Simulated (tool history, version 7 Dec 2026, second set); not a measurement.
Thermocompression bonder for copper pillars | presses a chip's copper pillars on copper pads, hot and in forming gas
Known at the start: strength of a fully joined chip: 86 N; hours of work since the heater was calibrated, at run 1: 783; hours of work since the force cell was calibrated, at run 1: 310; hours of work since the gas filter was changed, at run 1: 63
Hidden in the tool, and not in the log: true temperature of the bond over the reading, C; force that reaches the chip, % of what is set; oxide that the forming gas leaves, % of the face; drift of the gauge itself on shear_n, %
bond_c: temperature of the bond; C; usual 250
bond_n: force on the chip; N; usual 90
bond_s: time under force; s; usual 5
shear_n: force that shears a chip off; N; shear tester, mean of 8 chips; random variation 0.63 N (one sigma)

run      day  bond_c  bond_n  bond_s  hours of work since the heater was calibrated  hours of work since the force cell was calibrated  hours of work since the gas filter was changed  shear_n
  1        0     250      90       5                                            783                                                310                                              63     35.3
  2    3.417     250      90       5                                            826                                                353                                             105     34.2
  3    6.596     250     118       5                                            866                                                392                                             145     43.7
       9.162  -- forming gas filter changed
  4    9.371     246     118       5                                            900                                                427                                               3     41.7
  5   12.662     250      93       5                                            941                                                468                                              44     36.7
  6   15.633     250      93       5                                            978                                                505                                              81     35.1
  7   17.925     250      93       5                                           1007                                                533                                             109     34.3
  8    22.05     250      93       5                                           1058                                                585                                             161     33.7
        23.3  -- forming gas filter changed
  9   25.788     250      90       5                                           1104                                                631                                              31       34
       27.85  -- heater calibrated with a thermocouple chip
 10   29.817     250      90       5                                             25                                                680                                              80     35.9
 11   32.812     242      90       5                                             62                                                718                                             118       33
 12   36.858     242      90       5                                            112                                                768                                             168     30.6
      37.642  -- forming gas filter changed
 13     40.9     230      90       5                                            163                                                818                                              41     25.9
 14   45.046     230      90       5                                            214                                                870                                              92     24.2
 15   47.108     230      90       5                                            240                                                896                                             118     24.4
 16   49.758     230      90       5                                            273                                                929                                             151     24.2
      51.788  -- forming gas filter changed
 17   53.788     250      90       5                                            323                                                979                                              25     35.1
 18   55.671     250      90       5                                            347                                               1002                                              48     35.2
 19   58.629     250      90       5                                            383                                               1039                                              85     35.7
 20   61.612     250      90       5                                            421                                               1077                                             123     34.2
 21   65.525     250     129      13                                            470                                               1125                                             171     60.5
      65.896  -- forming gas filter changed
 22   69.825     235     129      11                                            523                                               1179                                              49       48
 23   73.804     235     129      11                                            573                                               1228                                              99     46.7
 24    76.55     233      60      14                                            607                                               1263                                             133     25.7
 25   78.317     233      60      14                                            629                                               1285                                             155     24.9
      80.092  -- forming gas filter changed
 26   82.638     244      90       6                                            682                                               1338                                              32     32.1
 27   86.079     252      73      10                                            725                                               1381                                              75     38.2
 28   89.304     275      59       6                                            766                                               1421                                             115     36.3
 29   91.333     274     105       5                                            791                                               1447                                             140     53.9
      94.475  -- forming gas filter changed
 30   94.829     268      90       4                                            834                                               1490                                               4     42.2
 31   98.329     243      81       4                                            878                                               1534                                              48     23.1
 32   101.95     243      81       4                                            923                                               1579                                              93     23.9
     103.546  -- force cell calibrated
 33  103.796     243      81       4                                            945                                                  3                                             116     24.2
 34  107.308     272      90      14                                            989                                                 47                                             159     64.2
     108.821  -- forming gas filter changed
 35  110.871     232      86      11                                           1033                                                 91                                              26     34.1
 36  115.021     230      80      12                                           1085                                                143                                              77     30.6
 37  117.629     230      80      12                                           1118                                                175                                             110     29.9
     118.979  -- heater calibrated with a thermocouple chip
 38  121.192     263      90      10                                             28                                                219                                             153     54.7
     123.283  -- forming gas filter changed
 39  123.546     259      90       4                                             57                                                248                                               3     41.1

Forecast each of these 4 alternatives for the next run:
  A  126.967     250      90      12                                             99                                                291                                              46        ?
  B  126.967     259      90      14                                             99                                                291                                              46        ?
  C  126.967     259      96       5                                             99                                                291                                              46        ?
  D  126.967     262     114       3                                             99                                                291                                              46        ?

run  shear_n
  A     50.6
  B     60.3
  C     45.7
  D       46
Without the tool's hidden state the same runs would have given:
run  shear_n
  A     51.8
  B     61.6
  C     46.8
  D     47.1
